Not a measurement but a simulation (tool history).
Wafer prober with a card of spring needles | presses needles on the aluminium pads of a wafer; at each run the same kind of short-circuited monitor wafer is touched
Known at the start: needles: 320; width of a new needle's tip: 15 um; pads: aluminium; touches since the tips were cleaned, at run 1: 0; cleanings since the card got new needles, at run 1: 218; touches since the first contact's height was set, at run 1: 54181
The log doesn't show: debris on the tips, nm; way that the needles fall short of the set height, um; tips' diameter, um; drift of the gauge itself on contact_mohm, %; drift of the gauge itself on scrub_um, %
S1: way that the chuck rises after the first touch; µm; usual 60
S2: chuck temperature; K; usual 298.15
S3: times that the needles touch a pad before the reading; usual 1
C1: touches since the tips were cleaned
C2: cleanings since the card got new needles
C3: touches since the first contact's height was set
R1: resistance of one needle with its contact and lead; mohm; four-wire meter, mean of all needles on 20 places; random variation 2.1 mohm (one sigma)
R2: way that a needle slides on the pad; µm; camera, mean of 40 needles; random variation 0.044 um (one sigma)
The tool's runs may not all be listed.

run	day	S1	S2	S3	C1	C2	C3	R1	R2
1	0.000	60	298.15	1	0	218	54181	250	15.84
# day 0.262: tips cleaned on abrasive film
# day 0.588: tips cleaned on abrasive film
# day 0.846: tips cleaned on abrasive film
# day 1.108: tips cleaned on abrasive film
# day 1.433: tips cleaned on abrasive film
# day 1.692: tips cleaned on abrasive film
# day 1.954: tips cleaned on abrasive film
# day 2.454: card fitted with new needles
# day 2.779: tips cleaned on abrasive film
2	2.942	60	298.15	1	1651	1	4878	292	16.00
# day 3.075: tips cleaned on abrasive film
# day 3.338: tips cleaned on abrasive film
# day 3.662: tips cleaned on abrasive film
# day 3.988: tips cleaned on abrasive film
# day 4.246: tips cleaned on abrasive film
# day 4.508: tips cleaned on abrasive film
# day 4.767: tips cleaned on abrasive film
# day 5.029: tips cleaned on abrasive film
# day 5.354: tips cleaned on abrasive film
# day 5.617: tips cleaned on abrasive film
# day 5.942: tips cleaned on abrasive film
3	6.062	61	298.15	1	1237	12	35795	283	16.14
# day 6.258: tips cleaned on abrasive film
# day 6.521: tips cleaned on abrasive film
# day 6.779: tips cleaned on abrasive film
# day 7.104: tips cleaned on abrasive film
# day 7.367: tips cleaned on abrasive film
# day 7.692: tips cleaned on abrasive film
# day 7.954: tips cleaned on abrasive film
# day 8.212: tips cleaned on abrasive film
# day 8.475: tips cleaned on abrasive film
# day 8.788: tips cleaned on abrasive film
4	8.788	57	298.15	1	0	22	62779	247	15.01
# day 9.050: tips cleaned on abrasive film
# day 9.375: tips cleaned on abrasive film
# day 9.700: tips cleaned on abrasive film
# day 10.025: tips cleaned on abrasive film
# day 10.283: tips cleaned on abrasive film
# day 10.546: tips cleaned on abrasive film
# day 10.804: tips cleaned on abrasive film
# day 11.129: tips cleaned on abrasive film
# day 11.392: tips cleaned on abrasive film
# day 11.717: tips cleaned on abrasive film
5	11.917	57	298.15	1	2002	32	93815	321	14.96
# day 11.983: tips cleaned on abrasive film
# day 12.246: tips cleaned on abrasive film
# day 12.571: tips cleaned on abrasive film
# day 12.829: tips cleaned on abrasive film
# day 13.154: tips cleaned on abrasive film
# day 13.417: tips cleaned on abrasive film
# day 13.675: tips cleaned on abrasive film
# day 13.938: tips cleaned on abrasive film
# day 14.196: tips cleaned on abrasive film
# day 14.521: tips cleaned on abrasive film
# day 14.846: tips cleaned on abrasive film
# day 15.117: tips cleaned on abrasive film
6	15.117	50	298.15	1	0	44	125509	248	12.93
# day 15.442: tips cleaned on abrasive film
# day 15.700: tips cleaned on abrasive film
# day 15.962: tips cleaned on abrasive film
# day 16.225: tips cleaned on abrasive film
# day 16.550: tips cleaned on abrasive film
# day 16.808: tips cleaned on abrasive film
# day 17.012: height of the first contact set anew
# day 17.146: tips cleaned on abrasive film
# day 17.408: tips cleaned on abrasive film
# day 17.733: tips cleaned on abrasive film
# day 17.992: tips cleaned on abrasive film
# day 18.317: tips cleaned on abrasive film
# day 18.579: tips cleaned on abrasive film
7	18.733	62	321.15	2	1573	56	17058	279	16.62
# day 18.867: tips cleaned on abrasive film
# day 19.192: tips cleaned on abrasive film
# day 19.454: tips cleaned on abrasive film
# day 19.779: tips cleaned on abrasive film
# day 20.038: tips cleaned on abrasive film
# day 20.300: tips cleaned on abrasive film
# day 20.558: tips cleaned on abrasive film
# day 20.883: tips cleaned on abrasive film
# day 21.208: tips cleaned on abrasive film
# day 21.533: tips cleaned on abrasive film
# day 21.796: tips cleaned on abrasive film
8	22.025	62	321.15	2	2285	67	49667	288	16.38
# day 22.092: tips cleaned on abrasive film
# day 22.417: tips cleaned on abrasive film
# day 22.679: tips cleaned on abrasive film
# day 22.938: tips cleaned on abrasive film
# day 23.200: tips cleaned on abrasive film
# day 23.458: tips cleaned on abrasive film
# day 23.783: tips cleaned on abrasive film
# day 24.046: tips cleaned on abrasive film
# day 24.371: tips cleaned on abrasive film
# day 24.629: tips cleaned on abrasive film
# day 24.954: tips cleaned on abrasive film
# day 25.217: tips cleaned on abrasive film
# day 25.479: tips cleaned on abrasive film
# day 25.804: tips cleaned on abrasive film
# day 26.129: tips cleaned on abrasive film
9	26.296	55	310.15	3	1684	82	92000	268	14.39
# day 26.429: tips cleaned on abrasive film
# day 26.688: tips cleaned on abrasive film
# day 27.012: tips cleaned on abrasive film
# day 27.338: tips cleaned on abrasive film
# day 27.600: tips cleaned on abrasive film
# day 27.858: tips cleaned on abrasive film
# day 28.183: tips cleaned on abrasive film
# day 28.446: tips cleaned on abrasive film
# day 28.771: tips cleaned on abrasive film
10	29.025	55	310.15	3	2544	91	119062	286	14.28
# day 29.092: tips cleaned on abrasive film
# day 29.354: tips cleaned on abrasive film
# day 29.612: tips cleaned on abrasive film
# day 29.938: tips cleaned on abrasive film
# day 30.200: tips cleaned on abrasive film
# day 30.525: tips cleaned on abrasive film
# day 30.850: tips cleaned on abrasive film
# day 31.175: tips cleaned on abrasive film
# day 31.433: tips cleaned on abrasive film
# day 31.575: height of the first contact set anew
# day 31.771: tips cleaned on abrasive film
11	32.004	60	367.15	1	2329	101	4264	339	16.13
# day 32.071: tips cleaned on abrasive film
# day 32.333: tips cleaned on abrasive film
# day 32.592: tips cleaned on abrasive film
# day 32.854: tips cleaned on abrasive film
# day 33.117: tips cleaned on abrasive film
# day 33.438: tips cleaned on abrasive film
# day 33.762: tips cleaned on abrasive film
# day 34.025: tips cleaned on abrasive film
# day 34.350: tips cleaned on abrasive film
# day 34.612: tips cleaned on abrasive film
# day 34.871: tips cleaned on abrasive film
# day 35.133: tips cleaned on abrasive film
# day 35.458: tips cleaned on abrasive film
# day 35.783: tips cleaned on abrasive film
# day 36.042: tips cleaned on abrasive film
12	36.296	60	298.15	1	2543	116	46810	338	15.94

Forecast each of these 4 alternatives for the next run:
# day 36.362: tips cleaned on abrasive film
# day 36.625: tips cleaned on abrasive film
# day 36.950: tips cleaned on abrasive film
# day 37.275: tips cleaned on abrasive film
# day 37.600: tips cleaned on abrasive film
# day 37.862: tips cleaned on abrasive film
# day 38.121: tips cleaned on abrasive film
# day 38.383: tips cleaned on abrasive film
A	38.408	67	298.15	2	271	124	67728	?	?
# day 36.362: tips cleaned on abrasive film
# day 36.625: tips cleaned on abrasive film
# day 36.950: tips cleaned on abrasive film
# day 37.275: tips cleaned on abrasive film
# day 37.600: tips cleaned on abrasive film
# day 37.862: tips cleaned on abrasive film
# day 38.121: tips cleaned on abrasive film
# day 38.383: tips cleaned on abrasive film
B	38.408	60	298.15	1	271	124	67728	?	?
# day 36.362: tips cleaned on abrasive film
# day 36.625: tips cleaned on abrasive film
# day 36.950: tips cleaned on abrasive film
# day 37.275: tips cleaned on abrasive film
# day 37.600: tips cleaned on abrasive film
# day 37.862: tips cleaned on abrasive film
# day 38.121: tips cleaned on abrasive film
# day 38.383: tips cleaned on abrasive film
C	38.408	60	339.15	1	271	124	67728	?	?
# day 36.362: tips cleaned on abrasive film
# day 36.625: tips cleaned on abrasive film
# day 36.950: tips cleaned on abrasive film
# day 37.275: tips cleaned on abrasive film
# day 37.600: tips cleaned on abrasive film
# day 37.862: tips cleaned on abrasive film
# day 38.121: tips cleaned on abrasive film
# day 38.383: tips cleaned on abrasive film
D	38.408	60	298.15	2	271	124	67728	?	?

run	R1	R2
A	245	17.71
B	259	15.77
C	272	15.83
D	250	15.79
Without the tool's hidden state the same runs would have given:
run	R1	R2
A	233	18.01
B	237	16.07
C	250	16.13
D	236	16.09

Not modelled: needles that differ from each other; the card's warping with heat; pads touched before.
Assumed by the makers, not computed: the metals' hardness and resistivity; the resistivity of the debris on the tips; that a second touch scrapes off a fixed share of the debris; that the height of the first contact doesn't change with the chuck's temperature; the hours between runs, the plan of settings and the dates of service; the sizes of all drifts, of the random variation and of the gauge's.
